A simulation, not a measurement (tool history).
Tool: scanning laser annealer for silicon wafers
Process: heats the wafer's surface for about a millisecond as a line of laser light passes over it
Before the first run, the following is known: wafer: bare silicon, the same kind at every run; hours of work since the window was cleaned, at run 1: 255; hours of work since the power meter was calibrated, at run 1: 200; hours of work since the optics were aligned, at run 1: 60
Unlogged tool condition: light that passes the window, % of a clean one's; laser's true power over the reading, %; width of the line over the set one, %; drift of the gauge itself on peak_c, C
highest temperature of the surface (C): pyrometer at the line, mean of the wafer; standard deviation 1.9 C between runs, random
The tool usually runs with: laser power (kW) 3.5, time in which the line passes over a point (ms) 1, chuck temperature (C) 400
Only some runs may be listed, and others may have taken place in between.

run   hour  laser power (kW)  time in which the line passes over a point (ms)  chuck temperature (C)  hours of work since the window was cleaned  hours of work since the power meter was calibrated  hours of work since the optics were aligned  highest temperature of the surface (C)
  1      0               3.5                                                1                    400                                         255                                                 200                                           60                                    1162
  2   46.6               3.5                                                1                    435                                         285                                                 230                                           90                                    1192
  3   86.7               3.5                                                1                    435                                         311                                                 256                                          115                                    1189
  4    112               3.5                                                1                    386                                         327                                                 272                                          132                                    1137
  5  131.8               3.5                                                1                    386                                         340                                                 285                                          144                                    1142
  6  155.7               3.5                                                1                    386                                         355                                                 300                                          160                                    1141
  7  195.5             3.151                                                1                    400                                         381                                                 326                                          185                                    1059
  8  242.8             3.151                                                1                    400                                         411                                                 356                                          216                                    1057
  9  280.7             3.151                                                1                    400                                         435                                                 381                                          240                                    1053
 10  301.5               3.5                                                1                    426                                         449                                                 394                                          253                                    1172
 11  348.5               3.5                                                1                    426                                         479                                                 424                                          284                                    1167
 12  391.1               3.5                                                1                    426                                         506                                                 451                                          311                                    1164
 13  438.1               3.5                                             0.83                    400                                         536                                                 482                                          341                                    1078
 14  470.7               3.5                                                1                    375                                         557                                                 503                                          362                                    1113
 15  492.1               3.5                                                1                    406                                         571                                                 516                                          376                                    1143
 16  521.6             3.721                                             0.91                    381                                         590                                                 535                                          395                                    1142
 17  550.7             3.721                                             1.25                    408                                         609                                                 554                                          413                                    1275
 18  575.8             3.634                                             1.25                    397                                         625                                                 570                                          430                                    1239
 19  614.6               3.5                                              0.9                    419                                         650                                                 595                                          455                                    1115
     632.1  -- window over the wafer cleaned
 20  655.1             3.726                                                1                    400                                          15                                                 620                                          479                                    1233
 21  681.8             3.726                                                1                    400                                          32                                                 637                                          496                                    1230
 22  723.5             3.726                                                1                    400                                          59                                                 664                                          523                                    1229
 23  754.6             3.096                                                1                    395                                          79                                                 684                                          543                                    1053
 24  777.6             3.096                                                1                    395                                          93                                                 698                                          558                                    1049
 25  826.1             3.517                                                1                    369                                         125                                                 730                                          589                                    1139

Predict each of these 3 candidate next runs independently; none follows another, all start after run 25:
  A  862.1             3.517                                             1.06                    369                                         148                                                 753                                          612                                       ?
  B  862.1             3.742                                                1                    385                                         148                                                 753                                          612                                       ?
  C  862.1             2.981                                                1                    436                                         148                                                 753                                          612                                       ?

run  highest temperature of the surface (C)
  A                                    1156
  B                                    1211
  C                                    1058
Without the tool's hidden state the same runs would have given:
run  highest temperature of the surface (C)
  A                                    1174
  B                                    1230
  C                                    1071
